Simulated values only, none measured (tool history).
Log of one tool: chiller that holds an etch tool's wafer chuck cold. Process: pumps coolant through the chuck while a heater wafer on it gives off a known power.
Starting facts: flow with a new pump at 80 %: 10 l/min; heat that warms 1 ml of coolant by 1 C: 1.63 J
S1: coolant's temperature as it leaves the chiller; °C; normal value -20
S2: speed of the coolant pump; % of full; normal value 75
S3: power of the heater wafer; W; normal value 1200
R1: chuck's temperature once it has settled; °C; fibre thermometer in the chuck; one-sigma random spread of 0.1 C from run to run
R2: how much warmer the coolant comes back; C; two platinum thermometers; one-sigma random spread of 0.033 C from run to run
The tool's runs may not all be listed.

{"run": 1, "hour": 0.0, "S1": -20, "S2": 75, "S3": 1200, "R1": -7.1, "R2": 4.64}
{"run": 2, "hour": 62.0, "S1": -20, "S2": 75, "S3": 1200, "R1": -7.3, "R2": 4.73}
{"run": 3, "hour": 123.2, "S1": -20, "S2": 75, "S3": 1200, "R1": -7, "R2": 4.67}
{"run": 4, "hour": 184.7, "S1": -20, "S2": 75, "S3": 1291, "R1": -6.2, "R2": 5.13}
{"run": 5, "hour": 263.6, "S1": -20, "S2": 75, "S3": 1063, "R1": -8.8, "R2": 4.17}
{"run": 6, "hour": 344.3, "S1": -20, "S2": 75, "S3": 1200, "R1": -7.2, "R2": 4.68}
{"run": 7, "hour": 460.4, "S1": -20, "S2": 75, "S3": 1200, "R1": -7.4, "R2": 4.7}
{"run": 8, "hour": 521.8, "S1": -20, "S2": 83, "S3": 1200, "R1": -8, "R2": 4.32}
{"run": 9, "hour": 587.8, "S1": -20, "S2": 75, "S3": 1200, "R1": -7.2, "R2": 4.72}
{"run": 10, "hour": 706.8, "S1": -20, "S2": 75, "S3": 1012, "R1": -9.2, "R2": 3.97}
{"run": 11, "hour": 795.5, "S1": -20, "S2": 75, "S3": 1012, "R1": -9.2, "R2": 3.95}
{"run": 12, "hour": 866.4, "S1": -20, "S2": 62, "S3": 1012, "R1": -7.8, "R2": 4.84}
{"run": 13, "hour": 971.2, "S1": -20, "S2": 62, "S3": 1012, "R1": -7.7, "R2": 4.73}
{"run": 14, "hour": 1029.7, "S1": -20, "S2": 75, "S3": 1067, "R1": -8.6, "R2": 4.16}
{"run": 15, "hour": 1104.7, "S1": -20, "S2": 75, "S3": 1200, "R1": -7.2, "R2": 4.67}
{"run": 16, "hour": 1213.5, "S1": -20, "S2": 75, "S3": 1200, "R1": -7, "R2": 4.71}
{"run": 17, "hour": 1326.0, "S1": -12, "S2": 81, "S3": 814, "R1": -3.8, "R2": 2.98}
{"run": 18, "hour": 1387.9, "S1": -10, "S2": 81, "S3": 1089, "R1": 1, "R2": 3.99}
{"run": 19, "hour": 1467.7, "S1": -26, "S2": 74, "S3": 717, "R1": -18.2, "R2": 2.84}
{"run": 20, "hour": 1566.4, "S1": -28, "S2": 75, "S3": 745, "R1": -20.2, "R2": 2.88}
{"run": 21, "hour": 1665.1, "S1": -28, "S2": 75, "S3": 745, "R1": -20, "R2": 2.91}
{"run": 22, "hour": 1755.2, "S1": -28, "S2": 75, "S3": 745, "R1": -20.1, "R2": 2.93}
{"hour": 1797.3, "done": "chiller's thermometer calibrated"}
{"run": 23, "hour": 1827.5, "S1": -20, "S2": 72, "S3": 1200, "R1": -6.8, "R2": 4.89}
{"run": 24, "hour": 1944.1, "S1": -26, "S2": 70, "S3": 849, "R1": -16.5, "R2": 3.52}

For run 25, what comes out?
{"run": 25, "hour": 2020.5, "S1": -19, "S2": 70, "S3": 849, "R1": "?", "R2": "?"}

R1: -9.5 °C
R2: 3.58 C
Take away the tool's hidden state, keep the run-to-run variation as it was, and the same run would have given R1 -9.5 °C, R2 3.57 C.

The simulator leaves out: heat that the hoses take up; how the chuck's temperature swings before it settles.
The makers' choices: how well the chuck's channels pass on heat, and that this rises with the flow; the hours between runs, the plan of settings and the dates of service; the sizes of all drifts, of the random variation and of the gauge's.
